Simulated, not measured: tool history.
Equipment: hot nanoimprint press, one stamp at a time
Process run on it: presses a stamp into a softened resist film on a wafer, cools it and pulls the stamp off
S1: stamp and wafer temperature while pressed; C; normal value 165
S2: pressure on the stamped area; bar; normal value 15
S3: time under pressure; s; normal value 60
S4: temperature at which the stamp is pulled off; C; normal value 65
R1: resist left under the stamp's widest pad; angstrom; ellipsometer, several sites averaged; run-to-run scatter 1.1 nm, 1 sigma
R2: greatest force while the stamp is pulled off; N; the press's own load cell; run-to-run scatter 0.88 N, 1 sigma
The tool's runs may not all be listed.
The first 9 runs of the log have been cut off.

| run | day | S1 | S2 | S3 | S4 | R1 | R2 |
|---|---|---|---|---|---|---|---|
| 10 | 6.038 | 165 | 15 | 51 | 65 | 1767 | 118.1 |
| 11 | 6.442 | 165 | 15 | 51 | 65 | 1768 | 120.7 |
| 12 | 7.029 | 165 | 15 | 73 | 65 | 1539 | 120.5 |
|  | 7.258 | plate thermocouple calibrated |
|  | 7.688 | stamp cleaned and given a new release coat |
| 13 | 8.312 | 165 | 15 | 73 | 65 | 1571 | 114.9 |
| 14 | 8.938 | 165 | 15 | 73 | 65 | 1585 | 116.2 |
| 15 | 9.529 | 165 | 15 | 73 | 65 | 1584 | 116.6 |
| 16 | 10.071 | 174 | 15 | 43 | 65 | 1320 | 116 |
| 17 | 10.688 | 174 | 15 | 43 | 65 | 1314 | 118.5 |
|  | 11.15 | plate thermocouple calibrated, once more |
| 18 | 11.254 | 160 | 11.4 | 58 | 52 | 2253 | 147.1 |
| 19 | 11.65 | 165 | 15 | 112 | 55 | 1242 | 139.3 |
| 20 | 12.546 | 165 | 15 | 44 | 59 | 1821 | 129.6 |
| 21 | 13.158 | 169 | 19.5 | 57 | 71 | 1188 | 101 |
| 22 | 13.65 | 169 | 19.5 | 57 | 71 | 1217 | 99.9 |
| 23 | 14.212 | 158 | 19.5 | 67 | 71 | 1888 | 100.1 |
| 24 | 14.771 | 158 | 19.5 | 67 | 71 | 1891 | 101.2 |
| 25 | 15.596 | 170 | 14.5 | 37 | 65 | 1603 | 115.9 |
| 26 | 16.433 | 170 | 14.5 | 37 | 65 | 1608 | 117.5 |
| 27 | 17.25 | 170 | 14.5 | 37 | 65 | 1592 | 117.5 |
| 28 | 17.658 | 170 | 14.5 | 37 | 65 | 1595 | 119.3 |
|  | 18.042 | stamp cleaned and given a new release coat |
| 29 | 18.708 | 165 | 18.2 | 66 | 65 | 1443 | 113.6 |
| 30 | 19.5 | 177 | 12.7 | 52 | 69 | 1118 | 103.8 |

Here are 4 independent what-if runs from the current tool condition. What would each one return?
| A | 20.275 | 153 | 20.1 | 66 | 69 | ? | ? |
| B | 20.275 | 167 | 12.7 | 65 | 60 | ? | ? |
| C | 20.275 | 159 | 9.7 | 46 | 69 | ? | ? |
| D | 20.275 | 177 | 12.7 | 49 | 73 | ? | ? |

| run | R1 | R2 |
|---|---|---|
| A | 2381 | 105.1 |
| B | 1574 | 125.9 |
| C | 2714 | 104.3 |
| D | 1135 | 94.1 |
Take away the tool's hidden state, keep each run's random variation, and the runs would have read:
| run | R1 | R2 |
|---|---|---|
| A | 2259 | 102.5 |
| B | 1502 | 123.1 |
| C | 2634 | 101.8 |
| D | 1082 | 91.7 |

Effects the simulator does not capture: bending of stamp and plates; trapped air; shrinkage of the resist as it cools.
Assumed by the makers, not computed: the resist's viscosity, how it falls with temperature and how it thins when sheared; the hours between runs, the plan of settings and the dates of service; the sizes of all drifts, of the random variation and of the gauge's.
